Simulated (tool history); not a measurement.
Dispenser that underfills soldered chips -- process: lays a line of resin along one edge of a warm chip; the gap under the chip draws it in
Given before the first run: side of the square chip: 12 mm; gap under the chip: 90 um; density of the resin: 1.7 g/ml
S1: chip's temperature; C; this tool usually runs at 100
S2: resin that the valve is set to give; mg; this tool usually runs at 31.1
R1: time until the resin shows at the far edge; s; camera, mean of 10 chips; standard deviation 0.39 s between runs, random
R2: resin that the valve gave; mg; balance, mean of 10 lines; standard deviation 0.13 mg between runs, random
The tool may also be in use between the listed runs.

run	hour	S1	S2	R1	R2
1	0	100	31.1	24.6	29.93
# hour 5.9: dispensing valve cleaned and set on the balance
2	5.9	100	31.1	29.4	31.14
3	11.7	97	31.1	41.3	31.16
# hour 13.6: new syringe of resin
4	18.4	97	31.1	33	30.92
# hour 26.5: new syringe of resin
5	29.1	100	30.3	26.2	30.1
6	38.3	100	31.1	37.2	30.58
# hour 39.2: new syringe of resin
7	48.6	105	31.1	27.6	30.63
# hour 52: new syringe of resin
8	59.6	105	31.1	25.8	30.08
# hour 64.8: new syringe of resin
9	65.1	105	31.1	20.2	30.04
10	72.8	100	33.7	32.7	32.44
# hour 78: new syringe of resin
11	80.9	100	31.5	27.4	30.31
# hour 84.3: dispensing valve cleaned and set on the balance
12	89.2	100	31.5	35.5	31.44
# hour 91.6: new syringe of resin
13	97.3	88	31.1	50.9	31.06
14	103.3	100	31.1	37.3	30.8
# hour 104.2: new syringe of resin
15	113.5	100	31.1	35.1	30.52
# hour 117.2: new syringe of resin
16	120	100	31.1	27.4	30.27
17	125.3	100	33.3	32.9	32.6
# hour 129.9: new syringe of resin
18	131.9	100	33.3	26.1	32.22
# hour 143: new syringe of resin
19	143	90	39.4	36.3	38.14
20	152.9	88	29.3	59.2	28.12
# hour 155.6: new syringe of resin
21	158.7	88	29.3	47.2	28.01
# hour 162.7: dispensing valve cleaned and set on the balance
22	166.6	88	29.3	59.4	29.32
# hour 169.4: new syringe of resin
23	172.7	88	29.3	47	29.28
24	179.8	88	29.3	60.1	28.91
# hour 182.5: new syringe of resin
25	191.2	88	29.3	58	28.8
# hour 195.1: new syringe of resin
26	197.5	90	29.8	40.9	29.39

The next listed run, before its measurement:
27	205.3	99	31.1	?	?

Logged for run 27: R1 36.8 s, R2 30.31 mg.
Minus the tool's unlogged condition, the same run would have read R1 25.8 s, R2 31.06 mg.
